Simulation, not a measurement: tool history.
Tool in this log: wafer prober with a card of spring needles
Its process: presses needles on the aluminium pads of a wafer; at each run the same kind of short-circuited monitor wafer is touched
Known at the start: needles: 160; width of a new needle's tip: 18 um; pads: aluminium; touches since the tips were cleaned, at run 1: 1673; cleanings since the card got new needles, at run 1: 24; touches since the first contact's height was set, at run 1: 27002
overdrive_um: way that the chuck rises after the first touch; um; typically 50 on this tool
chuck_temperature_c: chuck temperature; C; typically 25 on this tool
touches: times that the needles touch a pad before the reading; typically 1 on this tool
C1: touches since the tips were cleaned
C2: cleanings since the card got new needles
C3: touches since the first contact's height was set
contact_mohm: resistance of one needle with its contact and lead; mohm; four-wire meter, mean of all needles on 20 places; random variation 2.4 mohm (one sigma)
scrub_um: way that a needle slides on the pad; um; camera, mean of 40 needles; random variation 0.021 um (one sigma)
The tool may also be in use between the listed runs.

Run 1, hour 0.0: usual settings; C1 1673; C2 24; C3 27002. Result: contact_mohm 275 mohm, scrub_um 8.49 um.
At hour 4.9: tips cleaned on abrasive film.
At hour 13.0: tips cleaned on abrasive film.
At hour 21.1: tips cleaned on abrasive film.
At hour 27.7: tips cleaned on abrasive film.
At hour 35.8: tips cleaned on abrasive film.
At hour 42.3: tips cleaned on abrasive film.
At hour 48.8: tips cleaned on abrasive film.
At hour 55.3: tips cleaned on abrasive film.
At hour 61.8: tips cleaned on abrasive film.
At hour 68.4: tips cleaned on abrasive film.
Run 2, hour 68.7: usual settings; C1 232; C2 34; C3 68151. Result: contact_mohm 280 mohm, scrub_um 8.52 um.
At hour 75.3: tips cleaned on abrasive film.
At hour 83.4: tips cleaned on abrasive film.
At hour 88.5: height of the first contact set anew.
At hour 90.2: tips cleaned on abrasive film.
At hour 96.7: tips cleaned on abrasive film.
Run 3, hour 102.4: usual settings; C1 3459; C2 38; C3 8331. Result: contact_mohm 272 mohm, scrub_um 8.53 um.
At hour 104.1: tips cleaned on abrasive film.
At hour 110.6: tips cleaned on abrasive film.
At hour 118.7: tips cleaned on abrasive film.
At hour 126.9: tips cleaned on abrasive film.
At hour 135.0: tips cleaned on abrasive film.
At hour 141.5: tips cleaned on abrasive film.
At hour 148.0: tips cleaned on abrasive film.
At hour 156.1: tips cleaned on abrasive film.
At hour 162.6: tips cleaned on abrasive film.
At hour 169.1: tips cleaned on abrasive film.
Run 4, hour 169.5: usual settings but overdrive_um 34 um; C1 215; C2 48; C3 48489. Result: contact_mohm 287 mohm, scrub_um 5.81 um.
At hour 176.0: tips cleaned on abrasive film.
At hour 184.1: tips cleaned on abrasive film.
At hour 190.7: tips cleaned on abrasive film.
At hour 197.2: tips cleaned on abrasive film.
At hour 203.7: tips cleaned on abrasive film.
At hour 210.2: tips cleaned on abrasive film.
At hour 216.7: tips cleaned on abrasive film.
At hour 221.8: height of the first contact set anew.
At hour 223.5: tips cleaned on abrasive film.
At hour 231.6: tips cleaned on abrasive film.
Run 5, hour 237.8: usual settings; C1 3769; C2 57; C3 9614. Result: contact_mohm 275 mohm, scrub_um 8.53 um.
At hour 239.5: tips cleaned on abrasive film.
At hour 246.1: tips cleaned on abrasive film.
At hour 252.6: tips cleaned on abrasive film.
At hour 260.7: tips cleaned on abrasive film.
At hour 267.2: tips cleaned on abrasive film.
Run 6, hour 273.5: usual settings but overdrive_um 59 um; C1 3804; C2 62; C3 30954. Result: contact_mohm 278 mohm, scrub_um 10.07 um.
At hour 275.2: tips cleaned on abrasive film.
At hour 281.7: tips cleaned on abrasive film.
At hour 289.8: tips cleaned on abrasive film.
At hour 297.9: tips cleaned on abrasive film.
At hour 306.0: tips cleaned on abrasive film.
At hour 312.6: tips cleaned on abrasive film.
At hour 320.7: tips cleaned on abrasive film.
At hour 327.2: tips cleaned on abrasive film.
At hour 333.7: tips cleaned on abrasive film.
Run 7, hour 338.2: usual settings; C1 2756; C2 71; C3 69756. Result: contact_mohm 277 mohm, scrub_um 8.54 um.
At hour 341.6: tips cleaned on abrasive film.
At hour 348.1: tips cleaned on abrasive film.
At hour 356.2: tips cleaned on abrasive film.
At hour 356.5: height of the first contact set anew.
At hour 363.0: tips cleaned on abrasive film.
At hour 369.5: tips cleaned on abrasive film.
At hour 376.0: tips cleaned on abrasive film.
At hour 384.1: tips cleaned on abrasive film.
Run 8, hour 388.1: usual settings; C1 2404; C2 78; C3 18965. Result: contact_mohm 276 mohm, scrub_um 8.52 um.
At hour 391.4: tips cleaned on abrasive film.
At hour 397.9: tips cleaned on abrasive film.
At hour 404.4: tips cleaned on abrasive film.
At hour 412.6: tips cleaned on abrasive film.
At hour 419.1: tips cleaned on abrasive film.
At hour 427.2: tips cleaned on abrasive film.
At hour 435.1: tips cleaned on abrasive film.
Run 9, hour 435.1: usual settings but overdrive_um 31 um; C1 0; C2 85; C3 47099. Result: contact_mohm 288 mohm, scrub_um 5.27 um.
At hour 443.2: tips cleaned on abrasive film.
At hour 449.7: tips cleaned on abrasive film.
At hour 456.3: tips cleaned on abrasive film.
At hour 462.8: tips cleaned on abrasive film.
Run 10, hour 468.0: usual settings but overdrive_um 31 um; C1 3199; C2 89; C3 66860. Result: contact_mohm 291 mohm, scrub_um 5.27 um.
At hour 469.7: tips cleaned on abrasive film.
At hour 477.9: tips cleaned on abrasive film.
At hour 484.4: tips cleaned on abrasive film.
At hour 490.9: tips cleaned on abrasive film.
At hour 491.2: height of the first contact set anew.
At hour 499.3: tips cleaned on abrasive film.
At hour 507.4: tips cleaned on abrasive film.
At hour 515.6: tips cleaned on abrasive film.
At hour 522.1: tips cleaned on abrasive film.
Run 11, hour 526.1: usual settings but overdrive_um 31 um; C1 2435; C2 97; C3 20945. Result: contact_mohm 285 mohm, scrub_um 5.29 um.
At hour 529.4: tips cleaned on abrasive film.
At hour 535.9: tips cleaned on abrasive film.
At hour 544.0: tips cleaned on abrasive film.
At hour 550.5: tips cleaned on abrasive film.
At hour 558.6: tips cleaned on abrasive film.
At hour 565.2: tips cleaned on abrasive film.
At hour 571.7: tips cleaned on abrasive film.
At hour 578.2: tips cleaned on abrasive film.
Run 12, hour 583.6: usual settings but chuck_temperature_c 57 C, touches 2; C1 3315; C2 105; C3 55435. Result: contact_mohm 288 mohm, scrub_um 8.54 um.
At hour 585.4: tips cleaned on abrasive film.
At hour 591.9: tips cleaned on abrasive film.
At hour 598.4: tips cleaned on abrasive film.
At hour 606.5: tips cleaned on abrasive film.
At hour 613.0: tips cleaned on abrasive film.
At hour 621.1: tips cleaned on abrasive film.
At hour 624.6: height of the first contact set anew.
At hour 629.6: tips cleaned on abrasive film.
At hour 637.7: tips cleaned on abrasive film.
Run 13, hour 642.2: usual settings but chuck_temperature_c 57 C, touches 2; C1 2783; C2 113; C3 10577. Result: contact_mohm 283 mohm, scrub_um 8.55 um.
At hour 645.6: tips cleaned on abrasive film.
At hour 652.1: tips cleaned on abrasive film.
At hour 660.2: tips cleaned on abrasive film.
At hour 666.7: tips cleaned on abrasive film.
At hour 673.2: tips cleaned on abrasive film.
At hour 679.7: tips cleaned on abrasive film.
At hour 687.9: tips cleaned on abrasive film.
Run 14, hour 692.8: usual settings but overdrive_um 48 um, chuck_temperature_c 54 C; C1 2978; C2 120; C3 40833. Result: contact_mohm 290 mohm, scrub_um 8.17 um.
At hour 694.5: tips cleaned on abrasive film.
At hour 701.0: tips cleaned on abrasive film.
At hour 709.1: tips cleaned on abrasive film.
At hour 717.2: tips cleaned on abrasive film.
At hour 724.6: tips cleaned on abrasive film.
Run 15, hour 724.6: usual settings but overdrive_um 48 um, chuck_temperature_c 54 C; C1 0; C2 125; C3 59853. Result: contact_mohm 291 mohm, scrub_um 8.18 um.
At hour 732.7: tips cleaned on abrasive film.
At hour 740.8: tips cleaned on abrasive film.
At hour 747.3: tips cleaned on abrasive film.
At hour 755.4: tips cleaned on abrasive film.
At hour 758.9: height of the first contact set anew.
At hour 762.2: tips cleaned on abrasive film.
At hour 770.4: tips cleaned on abrasive film.
Run 16, hour 776.4: usual settings but overdrive_um 48 um, chuck_temperature_c 61 C; C1 3686; C2 131; C3 10505. Result: contact_mohm 293 mohm, scrub_um 8.20 um.
At hour 778.1: tips cleaned on abrasive film.
At hour 784.6: tips cleaned on abrasive film.
At hour 792.8: tips cleaned on abrasive film.
At hour 799.3: tips cleaned on abrasive film.
At hour 805.8: tips cleaned on abrasive film.
Run 17, hour 811.4: usual settings but overdrive_um 48 um, chuck_temperature_c 61 C; C1 3435; C2 136; C3 31475. Result: contact_mohm 290 mohm, scrub_um 8.19 um.
At hour 813.1: tips cleaned on abrasive film.
At hour 819.7: tips cleaned on abrasive film.
At hour 826.2: tips cleaned on abrasive film.
At hour 834.3: tips cleaned on abrasive film.
At hour 840.8: tips cleaned on abrasive film.
At hour 847.3: tips cleaned on abrasive film.
At hour 853.9: tips cleaned on abrasive film.
Run 18, hour 853.9: usual settings but chuck_temperature_c 45 C; C1 0; C2 143; C3 56837. Result: contact_mohm 283 mohm, scrub_um 8.54 um.
At hour 860.4: tips cleaned on abrasive film.
At hour 866.9: tips cleaned on abrasive film.
At hour 873.4: tips cleaned on abrasive film.
At hour 880.0: tips cleaned on abrasive film.
At hour 888.1: tips cleaned on abrasive film.
At hour 893.2: height of the first contact set anew.
At hour 894.9: tips cleaned on abrasive film.
At hour 903.0: tips cleaned on abrasive film.
At hour 911.1: tips cleaned on abrasive film.
At hour 917.6: tips cleaned on abrasive film.
Run 19, hour 918.0: usual settings but chuck_temperature_c 50 C; C1 208; C2 152; C3 14822. Result: contact_mohm 285 mohm, scrub_um 8.59 um.

Forecast each of these 3 alternatives for the next run:
At hour 924.5: tips cleaned on abrasive film.
At hour 931.0: tips cleaned on abrasive film.
At hour 939.1: tips cleaned on abrasive film.
At hour 945.7: tips cleaned on abrasive film.
At hour 953.8: tips cleaned on abrasive film.
At hour 961.9: tips cleaned on abrasive film.
At hour 970.0: tips cleaned on abrasive film.
At hour 976.5: tips cleaned on abrasive film.
Run A, hour 978.6: usual settings but chuck_temperature_c 50 C, touches 2; C1 1237; C2 160; C3 51134. Result: contact_mohm ?, scrub_um ?.
At hour 924.5: tips cleaned on abrasive film.
At hour 931.0: tips cleaned on abrasive film.
At hour 939.1: tips cleaned on abrasive film.
At hour 945.7: tips cleaned on abrasive film.
At hour 953.8: tips cleaned on abrasive film.
At hour 961.9: tips cleaned on abrasive film.
At hour 970.0: tips cleaned on abrasive film.
At hour 976.5: tips cleaned on abrasive film.
Run B, hour 978.6: usual settings but overdrive_um 33 um, chuck_temperature_c 50 C; C1 1237; C2 160; C3 51134. Result: contact_mohm ?, scrub_um ?.
At hour 924.5: tips cleaned on abrasive film.
At hour 931.0: tips cleaned on abrasive film.
At hour 939.1: tips cleaned on abrasive film.
At hour 945.7: tips cleaned on abrasive film.
At hour 953.8: tips cleaned on abrasive film.
At hour 961.9: tips cleaned on abrasive film.
At hour 970.0: tips cleaned on abrasive film.
At hour 976.5: tips cleaned on abrasive film.
Run C, hour 978.6: usual settings but overdrive_um 37 um, chuck_temperature_c 106 C, touches 2; C1 1237; C2 160; C3 51134. Result: contact_mohm ?, scrub_um ?.

run  contact_mohm  scrub_um
  A           284      8.55
  B           297      5.62
  C           310      6.33
Had the tool no hidden state, the same runs would have come out as:
run  contact_mohm  scrub_um
  A           284      8.49
  B           296      5.58
  C           309      6.28
